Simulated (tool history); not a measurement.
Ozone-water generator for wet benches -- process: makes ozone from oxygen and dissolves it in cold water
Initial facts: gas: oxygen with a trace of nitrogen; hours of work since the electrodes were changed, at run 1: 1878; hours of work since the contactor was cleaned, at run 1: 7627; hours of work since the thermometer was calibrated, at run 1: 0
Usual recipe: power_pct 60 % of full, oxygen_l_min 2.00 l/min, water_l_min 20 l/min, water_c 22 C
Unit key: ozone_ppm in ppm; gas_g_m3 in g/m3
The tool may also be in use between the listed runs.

run    hour  power_pct  oxygen_l_min  water_l_min  water_c  hours of work since the electrodes were changed  hours of work since the contactor was cleaned  hours of work since the thermometer was calibrated  ozone_ppm  gas_g_m3
  1     0.0         60          2.00           20       22                                             1878                                           7627                                                   0       12.5     199.2
  2    42.7         60          2.00           20       22                                             1907                                           7656                                                  28       12.4     198.4
  3   114.0         60          2.00           20       22                                             1954                                           7703                                                  76       12.2     199.2
  4   192.8         60          2.00           20       22                                             2007                                           7756                                                 129       12.3     197.5
  5   234.3         60          2.00           20       22                                             2035                                           7784                                                 156       12.3     197.4
  6   295.0         60          2.00           20       22                                             2075                                           7824                                                 197       12.2     200.5
  7   363.5         60          2.00           20       22                                             2121                                           7870                                                 243       12.2     197.4
  8   432.2         60          2.00           20       22                                             2167                                           7916                                                 288       12.4     198.1
  9   475.4         70          2.00           20       22                                             2195                                           7945                                                 317       13.6     219.2
 10   518.1         70          2.00           20       22                                             2224                                           7973                                                 346       13.6     221.1
 11   566.6         70          2.00           20       22                                             2256                                           8005                                                 378       13.5     219.8
 12   633.7         70          2.00           20       22                                             2301                                           8050                                                 423       13.3     217.6
 13   716.4         70          2.00           20       22                                             2356                                           8105                                                 478       13.6     219.2
 14   800.5         70          2.00           20       22                                             2412                                           8162                                                 534       13.6     219.1
 15   888.8         60          2.00           20       22                                             2471                                           8220                                                 593       12.2     198.3
      900.6  -- contactor cleaned
 16   969.3         60          2.00           20       22                                             2522                                             46                                                 644       11.9     196.3
 17  1034.9         60          2.00           20       22                                             2566                                             90                                                 688       11.9     197.5
     1103.1  -- contactor cleaned, once more
 18  1112.3         60          1.24           20       20                                             2615                                              6                                                 737       11.9     277.3
 19  1199.6         60          1.24           20       20                                             2673                                             64                                                 795       12.2     273.3
 20  1246.4         60          1.24           20       20                                             2705                                             96                                                 826       12.0     272.7
 21  1314.5         75          1.06           27       17                                             2750                                            141                                                 872       10.0     356.1
 22  1354.5         42          1.42           26       19                                             2777                                            168                                                 899        7.4     198.8
 23  1432.0         41          1.17           28       26                                             2828                                            219                                                 950        6.3     224.4
 24  1514.7         60          1.30           20       25                                             2884                                            275                                                1006       11.7     266.1
 25  1564.7         60          2.53           20       22                                             2917                                            308                                                1039       12.4     166.9
 26  1650.2         91          3.38           32       28                                             2974                                            365                                                1096       10.0     176.8
 27  1729.5         91          2.78           28       28                                             3027                                            418                                                1149       11.2     202.8
 28  1786.8         60          2.18           20       22                                             3065                                            456                                                1187       12.4     183.4
 29  1834.1         60          1.17           13       15                                             3097                                            488                                                1219       18.7     284.3
 30  1889.2         53          1.17           15       15                                             3134                                            525                                                1255       14.9     263.8
 31  1972.5         53          1.17           15       15                                             3189                                            580                                                1311       15.3     260.4
 32  2022.3         53          1.17           15       15                                             3222                                            613                                                1344       14.8     263.2
 33  2082.7         60          1.04           22       22                                             3263                                            654                                                1385       10.1     309.2

Pick out some run-to-run changes in ozone_ppm. Of each, how much would a tool without hidden state show as well, from the settings, what came in and chance, and how much is left for the hidden state and any gauge scatter not in both results compared?
Hidden state at play: yield of the discharge, % of new electrodes'; contactor's efficiency, % of a clean one's; true water temperature over the reading, C; drift of the gauge itself on ozone_ppm, %; drift of the gauge itself on gas_g_m3, %.
Run 15 -> 16: contactor cleaned. ozone_ppm -0.3 ppm: hidden state -0.3, all else +0.0.
Run 17 -> 18: oxygen_l_min 2.00 -> 1.24, water_c 22 -> 20, contactor cleaned, once more. ozone_ppm +0.0 ppm: hidden state +0.5, all else -0.5.
Run 21 -> 22: power_pct 75 -> 42, oxygen_l_min 1.06 -> 1.42, water_l_min 27 -> 26, water_c 17 -> 19. ozone_ppm -2.6 ppm: hidden state +0.3, all else -2.9.
Run 23 -> 24: power_pct 41 -> 60, oxygen_l_min 1.17 -> 1.30, water_l_min 28 -> 20, water_c 26 -> 25. ozone_ppm +5.4 ppm: hidden state -0.3, all else +5.7.
Run 28 -> 29: oxygen_l_min 2.18 -> 1.17, water_l_min 20 -> 13, water_c 22 -> 15. ozone_ppm +6.3 ppm: hidden state -0.3, all else +6.6.
Run 32 -> 33: power_pct 53 -> 60, oxygen_l_min 1.17 -> 1.04, water_l_min 15 -> 22, water_c 15 -> 22. ozone_ppm -4.7 ppm: hidden state +0.1, all else -4.8.

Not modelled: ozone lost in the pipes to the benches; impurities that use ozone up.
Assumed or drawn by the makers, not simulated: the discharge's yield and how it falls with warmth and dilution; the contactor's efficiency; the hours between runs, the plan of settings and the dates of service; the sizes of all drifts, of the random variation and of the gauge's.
